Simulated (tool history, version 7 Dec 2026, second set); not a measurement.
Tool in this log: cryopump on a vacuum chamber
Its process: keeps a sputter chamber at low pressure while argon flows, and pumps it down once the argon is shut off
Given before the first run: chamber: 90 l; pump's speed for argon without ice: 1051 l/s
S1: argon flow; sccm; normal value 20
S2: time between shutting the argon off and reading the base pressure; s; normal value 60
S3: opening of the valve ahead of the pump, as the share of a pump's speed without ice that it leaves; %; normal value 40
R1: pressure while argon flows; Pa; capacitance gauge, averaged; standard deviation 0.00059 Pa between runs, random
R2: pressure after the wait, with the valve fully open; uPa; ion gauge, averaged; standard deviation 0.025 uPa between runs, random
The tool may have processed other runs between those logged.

run    hour  S1   S2  S3      R1    R2
  1       0  20   60  40  0.0916  1.45
  2    66.7  20   60  40  0.0926  1.62
  3   140.2  20   60  40  0.0931  1.88
      181.4  -- pump warmed up, emptied and cooled again
  4   182.8  20   60  60  0.0538  1.61
  5   236.6  34   60  40  0.1397  1.75
  6   286.3  20   60  40  0.0817  1.86
  7   342.5  20   57  40  0.0831  2.02
  8   403.5  20   60  40  0.0825   2.1
  9   468.2  20   60  40  0.0829  2.31
 10   531.6  20   60  40  0.0843  2.46
 11   567.2  20   60  40  0.0847  2.64
 12   626.1  20   60  40  0.0838   2.6
 13   680.3  20   26  40  0.0858  3.85
 14     748  20   26  40  0.0862  3.99
 15   814.2  14   26  40  0.0613  4.13
 16     887  15   30  54  0.0491  4.33
 17   939.9  34   24  40  0.1487  4.82
 18  1010.7  34   24  40  0.1509  4.93
 19  1051.2  20   60  56  0.0666  4.19
 20  1091.1   9  274  21   0.074  3.83
 21  1132.7   9  274  21  0.0723  3.81
 22  1172.5   9  110  21  0.0737  4.14
 23  1226.3  24   82  21  0.1959  4.57

Expected results for the next run?
 24  1291.5  24  82  21   ?   ?

R1: 0.1969 Pa
R2: 4.91 uPa
On a tool with no hidden condition, and with the same random variation, this run would have come out at R1 0.1835 Pa, R2 0.8 uPa.
